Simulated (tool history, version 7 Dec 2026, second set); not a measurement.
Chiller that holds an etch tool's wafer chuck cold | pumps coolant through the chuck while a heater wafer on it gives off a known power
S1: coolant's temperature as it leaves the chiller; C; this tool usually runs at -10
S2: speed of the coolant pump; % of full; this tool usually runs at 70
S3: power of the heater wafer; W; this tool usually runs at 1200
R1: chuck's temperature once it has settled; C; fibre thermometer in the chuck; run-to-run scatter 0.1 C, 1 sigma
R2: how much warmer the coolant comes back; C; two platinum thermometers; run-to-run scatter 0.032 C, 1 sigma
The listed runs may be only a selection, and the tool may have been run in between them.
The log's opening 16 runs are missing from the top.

{"run": 17, "day": 19.2, "S1": -10, "S2": 70, "S3": 1200, "R1": 2.7, "R2": 3.64}
{"run": 18, "day": 20.838, "S1": -6, "S2": 72, "S3": 1554, "R1": 10.1, "R2": 4.63}
{"run": 19, "day": 22.2, "S1": -11, "S2": 78, "S3": 1052, "R1": -0.6, "R2": 2.71}
{"day": 23.517, "done": "gauge calibrated"}
{"run": 20, "day": 23.517, "S1": -11, "S2": 78, "S3": 1052, "R1": -0.7, "R2": 3.15}
{"run": 21, "day": 25.062, "S1": -10, "S2": 78, "S3": 927, "R1": -0.8, "R2": 2.72}
{"run": 22, "day": 26.612, "S1": -10, "S2": 78, "S3": 927, "R1": -0.8, "R2": 2.68}
{"run": 23, "day": 27.667, "S1": -5, "S2": 62, "S3": 758, "R1": 3.8, "R2": 2.78}
{"run": 24, "day": 28.638, "S1": -14, "S2": 94, "S3": 758, "R1": -7.5, "R2": 1.78}
{"run": 25, "day": 29.971, "S1": -14, "S2": 94, "S3": 758, "R1": -7.4, "R2": 1.72}
{"run": 26, "day": 31.25, "S1": -5, "S2": 64, "S3": 1200, "R1": 8.5, "R2": 4.2}
{"run": 27, "day": 32.008, "S1": -4, "S2": 70, "S3": 1200, "R1": 8.3, "R2": 3.87}
{"run": 28, "day": 33.667, "S1": -4, "S2": 70, "S3": 1200, "R1": 8.6, "R2": 3.8}
{"run": 29, "day": 35.246, "S1": -9, "S2": 64, "S3": 1200, "R1": 4.5, "R2": 4.11}
{"run": 30, "day": 36.696, "S1": -18, "S2": 70, "S3": 647, "R1": -11.1, "R2": 1.9}
{"run": 31, "day": 38.15, "S1": -16, "S2": 79, "S3": 1336, "R1": -3.1, "R2": 3.69}

Below are 4 alternative next runs, each starting from the tool's condition after run 31. Predict each:
{"run": "A", "day": 39.079, "S1": -16, "S2": 71, "S3": 1336, "R1": "?", "R2": "?"}
{"run": "B", "day": 39.079, "S1": -18, "S2": 79, "S3": 1212, "R1": "?", "R2": "?"}
{"run": "C", "day": 39.079, "S1": -17, "S2": 74, "S3": 895, "R1": "?", "R2": "?"}
{"run": "D", "day": 39.079, "S1": -18, "S2": 98, "S3": 1012, "R1": "?", "R2": "?"}

run=A R1=-2.1 R2=4.09
run=B R1=-6.3 R2=3.29
run=C R1=-8.2 R2=2.53
run=D R1=-9.5 R2=2.09
What these runs would have given with no unlogged condition in the tool:
run=A R1=-2.1 R2=4.38
run=B R1=-6.3 R2=3.59
run=C R1=-8.2 R2=2.83
run=D R1=-9.6 R2=2.38

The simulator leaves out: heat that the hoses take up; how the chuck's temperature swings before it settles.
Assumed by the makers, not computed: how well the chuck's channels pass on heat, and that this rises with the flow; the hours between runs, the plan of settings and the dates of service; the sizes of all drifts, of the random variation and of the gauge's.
